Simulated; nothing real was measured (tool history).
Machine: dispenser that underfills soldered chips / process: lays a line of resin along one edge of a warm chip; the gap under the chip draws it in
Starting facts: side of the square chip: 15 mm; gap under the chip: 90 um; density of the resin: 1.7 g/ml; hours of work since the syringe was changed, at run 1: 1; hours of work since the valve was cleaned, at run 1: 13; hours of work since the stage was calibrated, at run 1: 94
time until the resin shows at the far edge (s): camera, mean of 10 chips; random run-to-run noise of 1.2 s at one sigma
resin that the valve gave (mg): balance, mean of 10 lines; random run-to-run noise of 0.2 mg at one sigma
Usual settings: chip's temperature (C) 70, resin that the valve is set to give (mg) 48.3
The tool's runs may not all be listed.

run,hour,chip's temperature (C),resin that the valve is set to give (mg),hours of work since the syringe was changed,hours of work since the valve was cleaned,hours of work since the stage was calibrated,time until the resin shows at the far edge (s),resin that the valve gave (mg)
1,0.0,70,48.3,1,13,94,123.2,47.64
2,4.3,83,48.3,4,16,97,74.4,47.62
# hour 6.1: new syringe of resin
3,8.4,83,48.3,2,19,100,65.9,47.50
4,12.8,70,48.3,5,22,103,153.9,47.02
# hour 13.7: new syringe of resin
5,16.4,70,48.3,2,24,106,132.1,47.21
6,19.7,70,48.3,4,27,108,146.5,47.08
# hour 21.4: new syringe of resin
7,22.1,70,48.3,1,28,109,124.4,47.14
8,26.1,70,48.3,3,31,112,141.7,46.76
# hour 28.9: new syringe of resin
9,30.7,58,48.3,1,34,115,249.0,46.33
10,33.6,72,41.3,3,36,118,131.9,39.83
# hour 36.3: new syringe of resin
11,37.9,57,59.6,1,39,121,255.4,56.70
12,42.5,74,57.5,5,43,124,117.6,54.90
# hour 44.1: new syringe of resin
13,46.2,55,59.9,2,45,126,294.8,57.37
14,48.7,56,58.1,3,47,128,303.3,55.23
# hour 51.6: new syringe of resin
15,52.7,65,49.2,1,50,131,164.7,46.66
16,56.2,65,49.2,3,52,133,184.5,46.43
# hour 59.1: new syringe of resin
17,59.2,65,49.2,0,54,135,161.9,46.29

Each row is a separate what-if for the run after 17, all from the same tool condition, not one after another. Results?
A,61.6,62,45.4,2,56,137,?,?
B,61.6,56,49.2,2,56,137,?,?
C,61.6,77,51.5,2,56,137,?,?

run,time until the resin shows at the far edge (s),resin that the valve gave (mg)
A,212.3,42.99
B,292.0,46.44
C,91.1,48.63
With no hidden state in the tool, these same runs would have given:
run,time until the resin shows at the far edge (s),resin that the valve gave (mg)
A,184.8,45.58
B,255.4,49.25
C,80.1,51.57
